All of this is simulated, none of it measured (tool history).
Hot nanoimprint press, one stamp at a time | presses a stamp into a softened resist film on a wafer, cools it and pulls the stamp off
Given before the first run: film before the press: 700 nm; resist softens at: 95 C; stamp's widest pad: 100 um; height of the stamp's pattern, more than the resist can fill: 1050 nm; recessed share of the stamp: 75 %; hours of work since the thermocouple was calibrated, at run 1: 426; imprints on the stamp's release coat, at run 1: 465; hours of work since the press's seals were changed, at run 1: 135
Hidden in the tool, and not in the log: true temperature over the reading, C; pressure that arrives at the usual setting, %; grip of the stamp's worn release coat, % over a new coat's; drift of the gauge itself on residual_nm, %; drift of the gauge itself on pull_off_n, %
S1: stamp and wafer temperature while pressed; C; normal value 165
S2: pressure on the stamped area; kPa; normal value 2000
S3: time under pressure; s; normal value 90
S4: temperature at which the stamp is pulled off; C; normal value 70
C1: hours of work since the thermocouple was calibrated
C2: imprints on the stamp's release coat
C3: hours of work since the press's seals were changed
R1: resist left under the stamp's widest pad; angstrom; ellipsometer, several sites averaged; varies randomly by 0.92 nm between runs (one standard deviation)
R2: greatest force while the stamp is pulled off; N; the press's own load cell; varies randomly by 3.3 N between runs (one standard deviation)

run   hour   S1    S2  S3  S4   C1   C2   C3    R1   R2
  1      0  165  2000  90  70  426  465  135  2641  156
  2    8.7  165  2000  90  71  433  499  142  2622  155
  3   14.6  165  2000  90  71  437  523  146  2618  154
  4   22.9  165  2000  90  70  444  556  153  2612  161
  5     35  165  2000  90  70  453  604  162  2628  163
      38.9  -- plate thermocouple calibrated
  6   47.3  165  2000  90  57    7  641  170  2607  205
  7   56.2  165  2000  90  57   14  676  177  2602  210
  8     64  165  2000  90  57   20  707  183  2586  214
  9   74.5  164  2000  90  59   28  748  191  2682  206
 10   82.7  164  2000  90  59   34  781  197  2666  206
 11   90.9  165  1880  90  74   41  814  204  2669  150
 12   97.7  165  1880  90  74   46  840  209  2672  142
       103  -- plate thermocouple calibrated, once more
 13  108.3  155  1880  90  74    4  871  215  3923  154
 14  115.4  155  1880  90  74   10  899  221  3923  157

Selected run-to-run steps in R1, each split into two signed amounts: the part the tool would show with no hidden state at all (from settings, incoming material and random variation), and the remainder, which goes to the hidden state together with any gauge scatter not common to the measured and the hidden-state-free results:
Run 12 -> 13: S1 165 -> 155, plate thermocouple calibrated, once more. R1 +1251 angstrom: hidden state +152, all else +1099.
